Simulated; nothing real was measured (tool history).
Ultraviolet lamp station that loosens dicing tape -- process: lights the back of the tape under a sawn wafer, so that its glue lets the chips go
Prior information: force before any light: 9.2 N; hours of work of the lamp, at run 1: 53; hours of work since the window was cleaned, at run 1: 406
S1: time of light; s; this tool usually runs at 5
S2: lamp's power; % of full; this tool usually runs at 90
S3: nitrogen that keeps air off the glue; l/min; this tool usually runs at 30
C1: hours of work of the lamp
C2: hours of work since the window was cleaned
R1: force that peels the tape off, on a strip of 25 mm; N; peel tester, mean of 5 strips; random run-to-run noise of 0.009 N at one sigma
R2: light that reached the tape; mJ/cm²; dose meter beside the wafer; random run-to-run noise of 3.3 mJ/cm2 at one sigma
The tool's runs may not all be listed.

run,day,S1,S2,S3,C1,C2,R1,R2
1,0,5,90,30,53,406,0.508,425
2,0.183,5,90,48,55,409,0.393,429
3,0.367,3,90,30,58,411,1.307,258
4,0.742,5,90,21,63,416,0.635,423
# day 0.867: window cleaned of glue's vapour
5,1.058,5,100,30,66,2,0.334,553
6,1.321,5,90,30,70,6,0.402,494
7,1.479,5,90,30,72,8,0.391,497
8,1.733,5,90,30,75,11,0.389,500
9,1.992,5,90,58,79,15,0.312,497
10,2.171,3,90,20,81,17,1.331,297
11,2.529,3,90,20,86,22,1.345,297
12,2.817,5,65,42,89,25,0.593,354
13,2.983,3,65,25,92,28,2.001,213
14,3.342,4,83,39,96,32,0.593,358
15,3.525,4,83,11,99,35,1.384,358

Predict the results of run 16:
16,3.729,4,83,11,101,37,?,?

Run 16 came out at R1 1.397 N, R2 355 mJ/cm².
Take away the tool's hidden state, keep the run-to-run variation as it was, and the same run would have given R1 1.26 N, R2 378 mJ/cm².
